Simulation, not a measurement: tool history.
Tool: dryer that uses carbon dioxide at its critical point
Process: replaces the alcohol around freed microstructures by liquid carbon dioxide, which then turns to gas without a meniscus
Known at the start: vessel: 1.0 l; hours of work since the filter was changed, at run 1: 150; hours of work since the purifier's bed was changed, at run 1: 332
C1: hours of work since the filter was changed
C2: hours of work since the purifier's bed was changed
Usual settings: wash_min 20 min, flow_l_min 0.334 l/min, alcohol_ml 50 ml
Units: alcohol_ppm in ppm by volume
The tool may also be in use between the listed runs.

{"run": 1, "hour": 0.0, "wash_min": 20, "flow_l_min": 0.334, "alcohol_ml": 50, "C1": 150, "C2": 332, "alcohol_ppm": 325}
{"run": 2, "hour": 13.2, "wash_min": 20, "flow_l_min": 0.334, "alcohol_ml": 37, "C1": 158, "C2": 341, "alcohol_ppm": 290}
{"run": 3, "hour": 29.2, "wash_min": 20, "flow_l_min": 0.334, "alcohol_ml": 77, "C1": 169, "C2": 351, "alcohol_ppm": 464}
{"run": 4, "hour": 54.4, "wash_min": 20, "flow_l_min": 0.334, "alcohol_ml": 85, "C1": 185, "C2": 368, "alcohol_ppm": 528}
{"run": 5, "hour": 76.6, "wash_min": 20, "flow_l_min": 0.334, "alcohol_ml": 85, "C1": 200, "C2": 382, "alcohol_ppm": 564}
{"run": 6, "hour": 94.9, "wash_min": 20, "flow_l_min": 0.334, "alcohol_ml": 50, "C1": 212, "C2": 394, "alcohol_ppm": 405}
{"run": 7, "hour": 110.0, "wash_min": 23, "flow_l_min": 0.334, "alcohol_ml": 50, "C1": 222, "C2": 404, "alcohol_ppm": 278}
{"run": 8, "hour": 135.1, "wash_min": 23, "flow_l_min": 0.334, "alcohol_ml": 50, "C1": 239, "C2": 421, "alcohol_ppm": 285}
{"run": 9, "hour": 154.5, "wash_min": 23, "flow_l_min": 0.334, "alcohol_ml": 50, "C1": 251, "C2": 434, "alcohol_ppm": 293}
{"hour": 167.8, "done": "inlet filter changed"}
{"run": 10, "hour": 178.4, "wash_min": 23, "flow_l_min": 0.334, "alcohol_ml": 50, "C1": 7, "C2": 449, "alcohol_ppm": 231}
{"run": 11, "hour": 190.3, "wash_min": 20, "flow_l_min": 0.471, "alcohol_ml": 50, "C1": 15, "C2": 457, "alcohol_ppm": 192}
{"run": 12, "hour": 210.7, "wash_min": 20, "flow_l_min": 0.471, "alcohol_ml": 50, "C1": 28, "C2": 470, "alcohol_ppm": 203}
{"run": 13, "hour": 229.4, "wash_min": 20, "flow_l_min": 0.471, "alcohol_ml": 50, "C1": 41, "C2": 482, "alcohol_ppm": 207}
{"run": 14, "hour": 248.8, "wash_min": 20, "flow_l_min": 0.334, "alcohol_ml": 50, "C1": 53, "C2": 495, "alcohol_ppm": 327}
{"run": 15, "hour": 263.4, "wash_min": 20, "flow_l_min": 0.334, "alcohol_ml": 50, "C1": 63, "C2": 505, "alcohol_ppm": 346}
{"run": 16, "hour": 278.6, "wash_min": 19, "flow_l_min": 0.334, "alcohol_ml": 50, "C1": 73, "C2": 515, "alcohol_ppm": 389}
{"run": 17, "hour": 297.9, "wash_min": 19, "flow_l_min": 0.334, "alcohol_ml": 50, "C1": 86, "C2": 527, "alcohol_ppm": 403}
{"run": 18, "hour": 309.3, "wash_min": 13, "flow_l_min": 0.334, "alcohol_ml": 50, "C1": 93, "C2": 535, "alcohol_ppm": 1363}
{"run": 19, "hour": 331.2, "wash_min": 13, "flow_l_min": 0.334, "alcohol_ml": 50, "C1": 108, "C2": 549, "alcohol_ppm": 1410}
{"run": 20, "hour": 342.7, "wash_min": 13, "flow_l_min": 0.215, "alcohol_ml": 26, "C1": 115, "C2": 557, "alcohol_ppm": 2543}
{"run": 21, "hour": 359.2, "wash_min": 13, "flow_l_min": 0.407, "alcohol_ml": 41, "C1": 126, "C2": 568, "alcohol_ppm": 693}
{"run": 22, "hour": 372.9, "wash_min": 23, "flow_l_min": 0.353, "alcohol_ml": 38, "C1": 135, "C2": 577, "alcohol_ppm": 279}
{"run": 23, "hour": 387.3, "wash_min": 18, "flow_l_min": 0.424, "alcohol_ml": 89, "C1": 144, "C2": 586, "alcohol_ppm": 378}
{"run": 24, "hour": 412.9, "wash_min": 16, "flow_l_min": 0.334, "alcohol_ml": 29, "C1": 161, "C2": 603, "alcohol_ppm": 595}
{"run": 25, "hour": 426.6, "wash_min": 16, "flow_l_min": 0.334, "alcohol_ml": 29, "C1": 170, "C2": 612, "alcohol_ppm": 584}
{"run": 26, "hour": 442.4, "wash_min": 16, "flow_l_min": 0.334, "alcohol_ml": 29, "C1": 181, "C2": 622, "alcohol_ppm": 598}
{"hour": 451.4, "done": "purifier's bed changed"}
{"run": 27, "hour": 470.0, "wash_min": 20, "flow_l_min": 0.242, "alcohol_ml": 28, "C1": 197, "C2": 12, "alcohol_ppm": 524}
{"run": 28, "hour": 494.1, "wash_min": 20, "flow_l_min": 0.334, "alcohol_ml": 39, "C1": 213, "C2": 28, "alcohol_ppm": 182}
{"run": 29, "hour": 512.5, "wash_min": 19, "flow_l_min": 0.467, "alcohol_ml": 22, "C1": 225, "C2": 40, "alcohol_ppm": 31}
{"run": 30, "hour": 538.4, "wash_min": 19, "flow_l_min": 0.348, "alcohol_ml": 50, "C1": 242, "C2": 57, "alcohol_ppm": 295}
{"run": 31, "hour": 555.0, "wash_min": 20, "flow_l_min": 0.415, "alcohol_ml": 60, "C1": 253, "C2": 68, "alcohol_ppm": 119}
{"hour": 567.3, "done": "inlet filter changed"}
{"run": 32, "hour": 571.1, "wash_min": 20, "flow_l_min": 0.415, "alcohol_ml": 60, "C1": 2, "C2": 78, "alcohol_ppm": 69}
{"run": 33, "hour": 592.1, "wash_min": 20, "flow_l_min": 0.33, "alcohol_ml": 29, "C1": 16, "C2": 92, "alcohol_ppm": 115}
{"run": 34, "hour": 611.6, "wash_min": 20, "flow_l_min": 0.334, "alcohol_ml": 25, "C1": 29, "C2": 105, "alcohol_ppm": 103}

Hidden state or all else? Some run-to-run changes of alcohol_ppm, split into what the settings, what came in and random variation would give without the hidden state, and what is left for the hidden state (with any gauge scatter that isn't in both results):
The hidden state here: flow that reaches the vessel past the clogged filter, %; alcohol in the recycled carbon dioxide, ppm; drift of the gauge itself on alcohol_ppm, %.
Run 17 -> 18: wash_min 19 -> 13. alcohol_ppm +960 ppm by volume: hidden state +173, all else +787.
Run 19 -> 20: flow_l_min 0.334 -> 0.215, alcohol_ml 50 -> 26. alcohol_ppm +1133 ppm by volume: hidden state +120, all else +1013.
Run 20 -> 21: flow_l_min 0.215 -> 0.407, alcohol_ml 26 -> 41. alcohol_ppm -1850 ppm by volume: hidden state -236, all else -1614.
Run 26 -> 27: wash_min 16 -> 20, flow_l_min 0.334 -> 0.242, alcohol_ml 29 -> 28, purifier's bed changed. alcohol_ppm -74 ppm by volume: hidden state -169, all else +95.
